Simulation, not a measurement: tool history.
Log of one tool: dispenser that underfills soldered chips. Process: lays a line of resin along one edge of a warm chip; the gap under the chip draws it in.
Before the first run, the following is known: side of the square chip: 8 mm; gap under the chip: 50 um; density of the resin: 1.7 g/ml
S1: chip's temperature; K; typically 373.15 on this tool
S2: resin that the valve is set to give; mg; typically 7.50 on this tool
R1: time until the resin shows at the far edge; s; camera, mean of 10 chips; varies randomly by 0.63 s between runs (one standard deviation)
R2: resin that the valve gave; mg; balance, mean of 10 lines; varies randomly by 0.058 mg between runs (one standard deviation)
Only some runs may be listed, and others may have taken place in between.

run 1 hour=0.0 | S1=373.15 S2=7.50 | R1=66.9 R2=7.50
run 2 hour=2.6 | S1=381.15 S2=7.50 | R1=58.3 R2=7.53
-- hour=4.9 new syringe of resin
run 3 hour=6.9 | S1=381.15 S2=8.40 | R1=44.0 R2=8.29
run 4 hour=9.8 | S1=386.15 S2=7.50 | R1=43.4 R2=7.37
run 5 hour=13.3 | S1=386.15 S2=7.50 | R1=51.3 R2=7.38
-- hour=14.0 new syringe of resin
run 6 hour=18.4 | S1=373.15 S2=9.17 | R1=63.6 R2=9.08
run 7 hour=22.1 | S1=373.15 S2=9.17 | R1=75.4 R2=8.97
-- hour=23.3 new syringe of resin
run 8 hour=27.4 | S1=373.15 S2=9.17 | R1=64.1 R2=8.86
run 9 hour=31.3 | S1=373.15 S2=9.17 | R1=76.1 R2=8.91
-- hour=32.5 new syringe of resin
run 10 hour=35.7 | S1=376.15 S2=7.50 | R1=57.5 R2=7.31
run 11 hour=38.8 | S1=376.15 S2=7.50 | R1=65.1 R2=7.25
-- hour=41.6 new syringe of resin
run 12 hour=43.6 | S1=376.15 S2=7.50 | R1=53.4 R2=7.21
run 13 hour=46.0 | S1=376.15 S2=6.42 | R1=63.0 R2=6.11
run 14 hour=48.9 | S1=373.15 S2=7.50 | R1=74.5 R2=7.30
-- hour=50.8 new syringe of resin
run 15 hour=54.4 | S1=377.15 S2=7.50 | R1=55.4 R2=7.24
run 16 hour=57.2 | S1=377.15 S2=7.50 | R1=62.6 R2=7.31
-- hour=59.9 new syringe of resin
run 17 hour=61.0 | S1=377.15 S2=7.50 | R1=49.9 R2=7.18
run 18 hour=66.1 | S1=377.15 S2=7.50 | R1=63.1 R2=7.16
-- hour=69.2 new syringe of resin
run 19 hour=71.2 | S1=387.15 S2=8.11 | R1=36.3 R2=7.63
run 20 hour=75.0 | S1=387.15 S2=8.11 | R1=43.4 R2=7.68
-- hour=78.1 new syringe of resin
run 21 hour=80.5 | S1=387.15 S2=8.11 | R1=37.8 R2=7.67
run 22 hour=84.8 | S1=387.15 S2=8.11 | R1=46.7 R2=7.54
-- hour=87.3 new syringe of resin
run 23 hour=87.3 | S1=364.15 S2=6.46 | R1=79.1 R2=6.07
run 24 hour=90.4 | S1=378.15 S2=9.25 | R1=50.6 R2=8.66
run 25 hour=95.6 | S1=359.15 S2=7.89 | R1=130.6 R2=7.32
-- hour=96.4 new syringe of resin
run 26 hour=98.8 | S1=359.15 S2=7.89 | R1=99.7 R2=7.27
run 27 hour=104.0 | S1=359.15 S2=7.89 | R1=125.1 R2=7.26
-- hour=105.4 new syringe of resin
run 28 hour=107.7 | S1=380.15 S2=8.90 | R1=45.7 R2=8.25
run 29 hour=110.9 | S1=373.15 S2=7.27 | R1=71.2 R2=6.69
run 30 hour=113.2 | S1=370.15 S2=6.84 | R1=88.9 R2=6.30
-- hour=114.6 new syringe of resin
run 31 hour=117.8 | S1=370.15 S2=6.84 | R1=73.0 R2=6.28
run 32 hour=121.1 | S1=376.15 S2=7.35 | R1=66.5 R2=6.76
-- hour=123.7 new syringe of resin
run 33 hour=124.3 | S1=376.15 S2=7.35 | R1=51.6 R2=6.70
run 34 hour=126.7 | S1=376.15 S2=7.35 | R1=56.1 R2=6.69
run 35 hour=131.3 | S1=376.15 S2=7.35 | R1=69.8 R2=6.72
-- hour=132.8 new syringe of resin
run 36 hour=134.7 | S1=378.15 S2=7.35 | R1=50.4 R2=6.70

Consider 3 possible next runs. They are alternatives, not a sequence: every one starts from the tool as it was left by run 36. What does each give?
run A hour=139.3 | S1=381.15 S2=7.50 | R1=? R2=?
run B hour=139.3 | S1=360.15 S2=9.71 | R1=? R2=?
run C hour=139.3 | S1=382.15 S2=8.58 | R1=? R2=?

run=A R1=56.2 R2=6.83
run=B R1=110.5 R2=8.74
run=C R1=51.2 R2=7.73
With the hidden condition removed and each run's random variation left untouched, the same runs would have given:
run=A R1=42.1 R2=7.56
run=B R1=84.8 R2=9.67
run=C R1=38.7 R2=8.56
